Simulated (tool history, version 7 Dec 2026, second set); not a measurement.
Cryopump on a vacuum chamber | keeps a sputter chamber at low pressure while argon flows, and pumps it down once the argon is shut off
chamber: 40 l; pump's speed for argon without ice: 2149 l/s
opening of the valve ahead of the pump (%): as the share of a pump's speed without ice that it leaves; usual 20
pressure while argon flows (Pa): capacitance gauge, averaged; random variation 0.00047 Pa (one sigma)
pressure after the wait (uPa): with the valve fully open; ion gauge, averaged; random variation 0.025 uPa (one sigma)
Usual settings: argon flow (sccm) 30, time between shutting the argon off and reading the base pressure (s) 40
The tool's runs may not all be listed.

run    hour  argon flow (sccm)  time between shutting the argon off and reading the base pressure (s)  opening of the valve ahead of the pump (%)  pressure while argon flows (Pa)  pressure after the wait (uPa)
  1     0.0                 30                                                                     40                                          20                           0.1198                           1.05
  2   108.4                 30                                                                     40                                          20                           0.1202                           1.08
  3   194.7                 30                                                                     40                                          20                           0.1208                           1.11
  4   284.7                 30                                                                     40                                          52                           0.0493                           1.15
  5   363.8                 30                                                                     40                                          52                           0.0490                           1.15
  6   437.6                 30                                                                     40                                          52                           0.0501                           1.15
  7   519.0                 30                                                                     40                                          20                           0.1236                           1.13
  8   628.6                 30                                                                     40                                          20                           0.1246                           1.21
  9   715.5                 30                                                                     40                                          20                           0.1188                           1.16
 10   771.4                 30                                                                     40                                          20                           0.1188                           1.18
 11   854.4                 30                                                                     40                                          20                           0.1199                           1.23
 12   925.7                 30                                                                     23                                          20                           0.1200                           1.86
 13   973.3                 30                                                                     23                                          20                           0.1205                           1.83
 14  1032.5                 30                                                                     23                                          20                           0.1209                           1.83
 15  1139.3                 30                                                                     23                                          20                           0.1214                           1.90
 16  1199.2                 30                                                                     23                                          20                           0.1210                           1.94
 17  1253.4                 30                                                                     23                                          20                           0.1225                           1.93
 18  1337.1                 30                                                                    113                                          20                           0.1223                           0.78
 19  1442.3                 36                                                                     44                                          19                           0.1553                           1.33
 20  1508.2                 36                                                                     44                                          19                           0.1558                           1.36
 21  1613.3                 16                                                                    290                                          37                           0.0339                           0.60
 22  1710.9                 49                                                                     40                                          28                           0.1395                           1.38
 23  1785.8                 49                                                                     40                                          28                           0.1396                           1.36
 24  1843.5                 49                                                                     40                                          28                           0.1413                           1.36
 25  1913.5                 13                                                                     40                                          51                           0.0211                           1.45
 26  2014.9                 21                                                                     87                                          51                           0.0346                           1.00
 27  2108.0                 24                                                                     23                                          51                           0.0399                           2.07
 28  2187.9                 22                                                                    179                                          40                           0.0461                           0.85
 29  2246.0                 30                                                                     70                                          20                           0.1234                           1.24
 30  2344.3                 30                                                                     86                                          16                           0.1518                           1.15
 31  2449.3                 30                                                                     86                                          16                           0.1532                           1.18

Taken out of this log: 2 entries between the listed runs. Where each belongs, and how the hidden state differs across it:
Between runs 8 and 9: pump warmed up, emptied and cooled again (hour 658.3)
  pump's speed, % of a pump's without ice: 81.3 -> 98.1; cold plate's temperature, K: 12.82 -> 12.83; leak into the chamber, uPa l/s: 669 -> 701
  measured less the result without the state, pressure while argon flows (Pa): +0.0059 -> +0.0009; pressure after the wait (uPa): +0.24 -> +0.20
Between runs 20 and 21: pump warmed up, emptied and cooled again (hour 1608.6)
  pump's speed, % of a pump's without ice: 81.8 -> 99.8; cold plate's temperature, K: 12.99 -> 13.01; leak into the chamber, uPa l/s: 997 -> 1036
  measured less the result without the state, pressure while argon flows (Pa): +0.0071 -> +0.0003; pressure after the wait (uPa): +0.45 -> +0.36
